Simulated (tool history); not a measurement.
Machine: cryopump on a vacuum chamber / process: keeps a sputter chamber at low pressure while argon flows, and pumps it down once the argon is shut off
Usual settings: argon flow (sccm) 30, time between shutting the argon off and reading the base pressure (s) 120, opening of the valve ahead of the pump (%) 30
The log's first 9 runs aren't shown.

run,hour,argon flow (sccm),time between shutting the argon off and reading the base pressure (s),opening of the valve ahead of the pump (%),pressure while argon flows (Pa),pressure after the wait (uPa)
10,96.6,30,120,39,0.0843,1.21
11,107.7,30,120,30,0.1075,1.21
12,120.6,30,120,30,0.1072,1.24
13,126.8,30,120,30,0.1075,1.28
14,140.4,33,120,30,0.1181,1.31
15,150.7,30,120,21,0.1503,1.26
16,160.9,30,120,21,0.1510,1.29
17,175.0,20,120,30,0.0718,1.29
18,185.8,17,120,45,0.0436,1.31
19,200.8,30,159,16,0.1923,1.17
20,214.5,39,120,26,0.1614,1.34
21,225.1,23,37,23,0.1069,2.41
# hour 238.6: pump warmed up, emptied and cooled again
22,241.8,23,37,23,0.0962,2.13
23,253.2,36,61,56,0.0627,1.54
24,261.7,12,120,28,0.0419,1.14
25,269.4,12,120,28,0.0416,1.16
26,281.0,30,51,30,0.0969,1.81
27,295.2,36,179,55,0.0643,0.98
28,301.4,36,179,55,0.0648,1.02
29,313.7,30,32,30,0.0973,2.48
30,321.5,30,26,27,0.1078,2.84
31,331.0,30,26,27,0.1086,2.82
32,346.3,30,26,27,0.1080,2.86
33,358.5,30,85,20,0.1454,1.44
34,373.9,27,30,20,0.1316,2.66

Here are 3 independent what-if runs from the current tool condition. What would each one return?
A,384.5,49,30,20,?,?
B,384.5,30,120,36,?,?
C,384.5,15,120,30,?,?

run,pressure while argon flows (Pa),pressure after the wait (uPa)
A,0.2395,2.65
B,0.0817,1.23
C,0.0486,1.22
With no hidden state in the tool, these same runs would have given:
run,pressure while argon flows (Pa),pressure after the wait (uPa)
A,0.2361,2.05
B,0.0796,0.64
C,0.0476,0.62
